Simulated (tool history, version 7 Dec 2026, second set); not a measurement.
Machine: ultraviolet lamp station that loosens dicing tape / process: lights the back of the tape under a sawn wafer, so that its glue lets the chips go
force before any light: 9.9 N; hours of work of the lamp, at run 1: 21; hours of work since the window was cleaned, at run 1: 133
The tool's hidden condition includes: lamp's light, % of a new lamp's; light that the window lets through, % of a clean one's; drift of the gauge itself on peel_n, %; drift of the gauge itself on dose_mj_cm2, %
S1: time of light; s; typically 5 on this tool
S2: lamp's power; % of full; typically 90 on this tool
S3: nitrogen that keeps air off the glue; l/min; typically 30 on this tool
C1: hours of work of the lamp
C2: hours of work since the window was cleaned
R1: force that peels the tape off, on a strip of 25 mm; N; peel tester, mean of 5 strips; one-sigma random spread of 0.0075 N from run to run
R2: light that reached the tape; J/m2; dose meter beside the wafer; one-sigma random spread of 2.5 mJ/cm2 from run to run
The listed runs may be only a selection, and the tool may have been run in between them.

| run | day | S1 | S2 | S3 | C1 | C2 | R1 | R2 |
|---|---|---|---|---|---|---|---|---|
| 1 | 0 | 5 | 90 | 30 | 21 | 133 | 0.328 | 2630 |
| 2 | 0.55 | 5 | 90 | 30 | 28 | 140 | 0.316 | 2630 |
| 3 | 0.858 | 5 | 90 | 30 | 32 | 144 | 0.316 | 2610 |
| 4 | 1.183 | 5 | 90 | 30 | 36 | 148 | 0.305 | 2610 |
| 5 | 1.579 | 5 | 90 | 30 | 41 | 153 | 0.315 | 2590 |
| 6 | 1.896 | 5 | 90 | 11 | 45 | 157 | 0.684 | 2610 |
| 7 | 2.158 | 5 | 90 | 13 | 48 | 160 | 0.572 | 2580 |
| 8 | 2.767 | 5 | 90 | 13 | 56 | 168 | 0.574 | 2560 |
| 9 | 3.342 | 5 | 90 | 30 | 63 | 175 | 0.336 | 2520 |
| 10 | 3.704 | 5 | 90 | 12 | 68 | 179 | 0.632 | 2510 |
| 11 | 4.288 | 5 | 90 | 30 | 75 | 187 | 0.327 | 2460 |
| 12 | 4.6 | 5 | 81 | 30 | 79 | 191 | 0.374 | 2250 |
| 13 | 5.054 | 5 | 94 | 30 | 84 | 196 | 0.313 | 2640 |
| 14 | 5.567 | 5 | 94 | 30 | 91 | 203 | 0.322 | 2570 |
| 15 | 5.996 | 5 | 66 | 18 | 96 | 208 | 0.88 | 1780 |
| 16 | 6.367 | 2 | 66 | 18 | 101 | 213 | 3.566 | 700 |
| 17 | 6.967 | 6 | 77 | 18 | 108 | 220 | 0.462 | 2490 |
| 18 | 7.504 | 4 | 81 | 12 | 115 | 227 | 1.317 | 1770 |
| 19 | 8.092 | 5 | 97 | 38 | 122 | 234 | 0.291 | 2590 |
| 20 | 8.642 | 4 | 89 | 42 | 129 | 241 | 0.434 | 1900 |
| 21 | 8.904 | 2 | 88 | 27 | 133 | 244 | 2.074 | 910 |
| 22 | 9.392 | 2 | 88 | 27 | 139 | 251 | 2.125 | 930 |

Alternative continuations, all from the tool just after run 22; predict every row:
| A | 9.85 | 6 | 94 | 57 | 144 | 256 | ? | ? |
| B | 9.85 | 9 | 99 | 25 | 144 | 256 | ? | ? |
| C | 9.85 | 5 | 71 | 30 | 144 | 256 | ? | ? |

| run | R1 | R2 |
|---|---|---|
| A | 0.236 | 2920 |
| B | 0.232 | 4570 |
| C | 0.574 | 1870 |
What these runs would have given with no unlogged condition in the tool:
| run | R1 | R2 |
|---|---|---|
| A | 0.226 | 3690 |
| B | 0.228 | 5780 |
| C | 0.374 | 2350 |

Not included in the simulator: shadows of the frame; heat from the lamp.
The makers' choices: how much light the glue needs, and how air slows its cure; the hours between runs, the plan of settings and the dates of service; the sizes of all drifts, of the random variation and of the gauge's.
